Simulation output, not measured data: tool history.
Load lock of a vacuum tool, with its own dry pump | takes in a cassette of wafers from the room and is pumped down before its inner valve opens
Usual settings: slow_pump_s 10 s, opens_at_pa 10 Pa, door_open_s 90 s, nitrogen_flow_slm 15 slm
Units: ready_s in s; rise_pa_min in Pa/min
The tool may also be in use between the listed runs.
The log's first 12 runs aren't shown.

run      day  slow_pump_s  opens_at_pa  door_open_s  nitrogen_flow_slm  incoming humidity of the room's air, %  ready_s  rise_pa_min
 13    56.15            6           10           90                 15                                    44.7     20.8        0.543
 14   60.429            6           10           90                 15                                    49.7     21.2        0.549
 15   64.554            6           10           90                 15                                      44     21.7        0.557
 16   70.971            6           10           90                 15                                    46.7     21.3        0.559
 17   77.033           10           10           90                 15                                    47.8     24.5        0.575
 18   80.354           10           10           90                 15                                    43.6     24.2        0.578
 19     85.1           10           10           90                 15                                    46.5       25        0.579
 20   89.996            7           17           26                 10                                    42.5     21.7        0.587
 21   92.888           10           10           90                 24                                    44.1       25        0.597
 22   97.075           10           10           90                 24                                    41.4     24.6        0.609
 23      103            6           10           39                 11                                    41.9     21.2        0.613
 24   107.25            8            7           84                 10                                    44.5     23.7        0.632
 25    112.8            8            7           84                 10                                    42.7     23.8         0.63
 26  118.638            8            7           84                 10                                    44.9     24.3        0.649
 27  123.217           10           16           34                 10                                    49.8       24        0.642
 28  126.233            7           13           95                 15                                    46.3     22.1        0.673
 29  132.725            7            7          173                 15                                    46.2     22.3         0.68
 30  136.896            7            8           55                 12                                      45     22.6        0.678
 31  140.108            6           12           55                 12                                    47.6     21.1        0.668
     142.462  -- door's seal changed, seat wiped
 32  145.071            6            8          185                 12                                    46.8     22.6        0.056
 33  149.333            6            8          185                  7                                    43.7     22.2         0.06
 34  152.979            6           10           90                 15                                    47.7     21.6        0.043
 35  157.083            6           10           90                 15                                    41.5     21.8        0.038
 36  160.333           19           10          107                 15                                    48.6       31        0.046

5 ways to go on from here, each from the tool as it stands after run 36. What would each give?
  A  163.054           10           10           72                 38                                    48.7        ?            ?
  B  163.054           19           10          107                 36                                    48.3        ?            ?
  C  163.054           17           10          230                 44                                    45.5        ?            ?
  D  163.054           10           10           33                 15                                    43.5        ?            ?
  E  163.054            5           10          107                 15                                    42.9        ?            ?

run  ready_s  rise_pa_min
  A     24.4        0.028
  B     31.3        0.027
  C     29.3        0.039
  D     24.7        0.032
  E     20.8        0.042
Without the tool's hidden state the same runs would have given:
run  ready_s  rise_pa_min
  A     23.5         0.02
  B     30.6        0.019
  C     28.6        0.031
  D     23.8        0.024
  E     19.9        0.034
